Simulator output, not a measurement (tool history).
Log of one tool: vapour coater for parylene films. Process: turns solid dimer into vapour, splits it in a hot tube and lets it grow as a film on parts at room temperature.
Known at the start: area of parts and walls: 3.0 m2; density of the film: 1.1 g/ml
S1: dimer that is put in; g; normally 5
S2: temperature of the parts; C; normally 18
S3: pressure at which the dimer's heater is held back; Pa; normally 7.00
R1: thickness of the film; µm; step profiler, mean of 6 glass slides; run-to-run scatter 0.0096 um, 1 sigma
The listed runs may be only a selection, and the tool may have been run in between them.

run	hour	S1	S2	S3	R1
1	0.0	5	18	7.00	0.850
2	50.6	5	18	7.00	0.844
3	80.6	5	18	7.00	0.853
4	121.6	4	18	7.00	0.683
5	151.4	5	18	4.77	0.868
6	182.5	5	21	4.77	0.770
7	219.2	5	21	4.77	0.765
8	267.5	5	28	4.77	0.571
9	309.7	5	28	4.77	0.574
10	362.0	5	11	7.00	1.153
11	403.5	7	24	3.99	0.953
12	439.3	4	14	7.00	0.816

Removed from this log: 1 entry logged between the listed runs. Between which two listed runs does each belong, and how does the tool's hidden state at the listed run before it compare with that at the listed run after it?
Run 5 -> run 6: trap's valve overhauled (hour 161.9)
  vapour lost through the trap's worn valve, %: 0.5 -> 0

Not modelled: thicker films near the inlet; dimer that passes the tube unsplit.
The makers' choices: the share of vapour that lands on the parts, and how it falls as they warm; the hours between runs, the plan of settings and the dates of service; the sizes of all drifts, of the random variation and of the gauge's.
